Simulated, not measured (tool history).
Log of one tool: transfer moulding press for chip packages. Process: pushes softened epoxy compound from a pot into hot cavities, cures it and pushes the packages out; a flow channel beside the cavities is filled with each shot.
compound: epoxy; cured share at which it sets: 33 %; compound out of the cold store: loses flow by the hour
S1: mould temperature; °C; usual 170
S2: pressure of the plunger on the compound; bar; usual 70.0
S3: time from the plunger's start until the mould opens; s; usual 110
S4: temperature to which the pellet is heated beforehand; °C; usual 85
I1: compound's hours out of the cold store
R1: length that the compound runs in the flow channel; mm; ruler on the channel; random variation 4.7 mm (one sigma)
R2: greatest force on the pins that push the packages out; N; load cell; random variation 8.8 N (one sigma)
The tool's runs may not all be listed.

run     day   S1    S2   S3  S4    I1   R1   R2
  1   0.000  170  70.0  110  85  45.8  553  497
      0.525  -- cavities cleaned with cleaning compound and waxed
  2   0.875  170  70.0  110  85  19.2  646  403
  3   1.629  170  70.0  110  85  24.8  621  429
  4   2.767  170  70.0  110  85  21.9  627  488
  5   3.429  170  70.0  110  85  35.3  580  481
  6   3.933  170  70.0  110  85  30.7  594  502
      4.333  -- cavities cleaned with cleaning compound and waxed
  7   4.900  170  70.0  110  85  35.5  579  405
  8   5.779  170  70.0  110  85  47.4  531  450
  9   6.467  170  70.0  110  85  36.5  580  455
 10   7.000  170  70.0  110  85  13.1  662  502
      8.117  -- cavities cleaned with cleaning compound and waxed
 11   8.117  170  70.0  110  85  37.1  568  378
 12   8.946  168  70.0  110  85  40.3  558  464
 13   9.567  170  70.0  110  85  42.3  550  431
 14  10.596  170  70.0  110  89  18.5  643  484
 15  11.250  170  70.0  110  82  41.4  558  493
     11.925  -- cavities cleaned with cleaning compound and waxed
 16  11.933  170  70.0  110  82  10.0  674  413
 17  13.150  167  77.9  110  85   8.9  731  566
 18  14.292  167  77.9  110  85  14.4  687  581
 19  15.308  174  64.6   90  85  30.1  554  562
     15.792  -- cavities cleaned with cleaning compound and waxed
 20  16.338  173  66.9  110  75  16.0  621  387
 21  17.417  173  54.9  104  82  46.6  453  416
     17.821  -- plunger's sealing rings changed
 22  18.125  173  54.9  104  82  17.8  583  474
 23  18.846  170  70.0   92  79  37.8  586  662
     19.725  -- cavities cleaned with cleaning compound and waxed
 24  19.871  163  70.0  112  93  30.9  625  592
 25  20.725  163  70.0  112  93  13.2  703  686
 26  21.871  168  56.8  110  85  13.6  613  548
 27  22.654  170  70.0  142  86  25.8  626  431

3 ways to go on from here, each from the tool as it stands after run 27. What would each give?
     23.533  -- cavities cleaned with cleaning compound and waxed
  A  23.533  170  79.5  121  85  37.1   ?   ?
     23.533  -- cavities cleaned with cleaning compound and waxed
  B  23.533  170  83.8  125  92   8.2   ?   ?
     23.533  -- cavities cleaned with cleaning compound and waxed
  C  23.533  165  77.3  110  76  38.2   ?   ?

run   R1   R2
  A  625  358
  B  775  353
  C  624  532
Without the tool's hidden state the same runs would have given:
run   R1   R2
  A  630  352
  B  781  347
  C  628  514
